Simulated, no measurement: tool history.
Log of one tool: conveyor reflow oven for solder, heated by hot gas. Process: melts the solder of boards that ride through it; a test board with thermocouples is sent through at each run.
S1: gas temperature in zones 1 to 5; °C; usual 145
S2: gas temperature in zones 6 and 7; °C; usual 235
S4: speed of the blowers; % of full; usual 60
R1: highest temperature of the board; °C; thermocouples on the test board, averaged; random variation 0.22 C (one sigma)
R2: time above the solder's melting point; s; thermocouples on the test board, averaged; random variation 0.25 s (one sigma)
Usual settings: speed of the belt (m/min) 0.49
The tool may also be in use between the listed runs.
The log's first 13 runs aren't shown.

Run 14, hour 83.4: usual settings but S1 148 °C. Result: R1 210.7 °C, R2 67.9 s.
Run 15, hour 90.4: usual settings but S1 148 °C. Result: R1 209.9 °C, R2 67.2 s.
At hour 103.2: flux residue cleaned out of gas plates and filters.
Run 16, hour 103.3: usual settings but S1 148 °C, S2 227 °C, speed of the belt (m/min) 0.493, S4 69 % of full. Result: R1 209.8 °C, R2 68.3 s.
At hour 108.4: belt drive overhauled, speed set with a stopwatch, once more.
Run 17, hour 111.6: usual settings but S1 148 °C, S2 227 °C, speed of the belt (m/min) 0.493, S4 69 % of full. Result: R1 209.1 °C, R2 67.8 s.
Run 18, hour 119: usual settings but S1 142 °C, S2 248 °C, speed of the belt (m/min) 0.404, S4 51 % of full. Result: R1 223.8 °C, R2 97.6 s.
Run 19, hour 127.5: usual settings but S1 142 °C, S2 248 °C, speed of the belt (m/min) 0.404, S4 51 % of full. Result: R1 224.3 °C, R2 97.8 s.
Run 20, hour 133.3: usual settings but S2 238 °C. Result: R1 213.7 °C, R2 70.9 s.
Run 21, hour 142.5: usual settings but S2 238 °C. Result: R1 213.9 °C, R2 70.9 s.
Run 22, hour 146.8: usual settings but S2 245 °C, S4 62 % of full. Result: R1 220.4 °C, R2 78.1 s.
Run 23, hour 154.5: usual settings but S1 157 °C, S2 226 °C. Result: R1 208 °C, R2 69.9 s.

Run 24 comes next. What will it give?
Run 24, hour 163.4: usual settings but S1 157 °C, S2 226 °C. Result: R1 ?, R2 ?.

{"run 24": {"R1": 207.4, "R2": 70.4}}
Without the tool's hidden state the same run would have given R1 207.5 °C, R2 70.6 s.
